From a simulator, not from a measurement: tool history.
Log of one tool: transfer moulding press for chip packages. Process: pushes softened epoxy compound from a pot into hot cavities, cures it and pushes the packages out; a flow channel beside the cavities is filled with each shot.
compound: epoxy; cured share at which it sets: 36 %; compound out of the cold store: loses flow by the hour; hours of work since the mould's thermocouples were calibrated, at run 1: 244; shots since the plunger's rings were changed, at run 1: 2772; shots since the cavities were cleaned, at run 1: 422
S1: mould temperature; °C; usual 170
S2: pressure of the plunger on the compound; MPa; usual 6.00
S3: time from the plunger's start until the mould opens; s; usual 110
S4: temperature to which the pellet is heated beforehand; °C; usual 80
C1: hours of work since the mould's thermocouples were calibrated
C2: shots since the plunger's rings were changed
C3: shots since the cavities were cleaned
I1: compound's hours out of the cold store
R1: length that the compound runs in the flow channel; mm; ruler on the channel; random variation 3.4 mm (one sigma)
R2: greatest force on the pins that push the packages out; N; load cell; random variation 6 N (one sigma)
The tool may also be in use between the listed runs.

run   hour   S1    S2   S3  S4   C1    C2   C3    I1   R1   R2
  1    0.0  170  6.00  110  80  244  2772  422  23.4  532  332
      43.8  -- cavities cleaned with cleaning compound and waxed
  2   47.0  170  6.00  110  80  278  3386   44  14.2  555  240
  3   67.2  170  6.00  110  80  293  3657  315  17.2  547  326
  4  105.4  170  6.00  110  80  322  4172  830  24.2  523  370
     117.3  -- cavities cleaned with cleaning compound and waxed
  5  138.6  170  6.00  110  80  346  4599  286  22.6  521  297
     147.4  -- plunger's sealing rings changed
  6  186.1  170  6.00  110  80  379   522  892  43.6  491  370
     191.9  -- cavities cleaned with cleaning compound and waxed
  7  212.2  170  6.00  110  80  397   853  272  35.9  509  300
  8  238.6  170  6.00  110  80  417  1209  628  27.3  534  359
     243.7  -- mould's thermocouples calibrated
     266.0  -- cavities cleaned with cleaning compound and waxed
  9  278.5  170  6.00  110  80   25  1700  168  11.3  585  280
 10  309.3  170  6.00  110  80   48  2114  582  43.0  483  354
     340.5  -- cavities cleaned with cleaning compound and waxed
 11  350.0  170  6.00  110  80   77  2643  129  39.1  488  265
 12  376.1  170  6.00  110  80   96  2994  480  22.8  535  332
     413.6  -- cavities cleaned with cleaning compound and waxed
 13  422.8  170  6.00  110  80  130  3603  123  38.4  490  257
     441.7  -- mould's thermocouples calibrated, once more
 14  468.6  170  6.00  110  80   20  4194  714  36.8  482  340
     489.6  -- cavities cleaned with cleaning compound and waxed
 15  491.1  170  5.80  116  73   36  4476   20  39.8  458  218
     511.0  -- plunger's sealing rings changed
 16  540.6  166  5.67  136  83   71   398  653  46.5  485  322
     563.6  -- cavities cleaned with cleaning compound and waxed
 17  581.2  166  5.67  136  83  100   925  237  30.0  523  265
 18  620.7  166  5.67  136  83  129  1457  769  11.0  580  352
     635.8  -- cavities cleaned with cleaning compound and waxed
 19  661.7  170  7.17  110  80  159  1990  350  20.5  596  307
 20  682.9  170  6.95   93  80  175  2274  634  36.9  534  425
     709.0  -- cavities cleaned with cleaning compound and waxed
 21  720.2  170  6.00   96  80  201  2757  151  34.9  494  307
 22  758.6  170  6.00   96  80  230  3275  669  41.7  477  403
     782.2  -- cavities cleaned with cleaning compound and waxed
 23  786.7  170  6.00   96  80  250  3633   60  22.8  526  287
 24  808.1  169  4.62  110  80  266  3921  348  30.8  447  319
 25  832.7  169  4.90  103  80  284  4253  680  47.7  405  389
     855.7  -- cavities cleaned with cleaning compound and waxed
 26  855.7  169  4.90  103  80  300  4542    0  25.1  462  264
     867.5  -- plunger's sealing rings changed
 27  878.9  170  6.00  150  79  316   154  280  28.3  532  258

4 ways to go on from here, each from the tool as it stands after run 27. What would each give?
  A  926.6  170  5.27  149  89  351  796  922  35.9   ?   ?
  B  926.6  170  6.00  150  78  351  796  922  24.1   ?   ?
  C  926.6  170  7.13  150  86  351  796  922  44.7   ?   ?
  D  926.6  170  6.00  110  86  351  796  922  31.1   ?   ?

run   R1   R2
  A  476  314
  B  546  325
  C  526  332
  D  520  376
Without the tool's hidden state the same runs would have given:
run   R1   R2
  A  480  185
  B  551  189
  C  531  198
  D  524  220
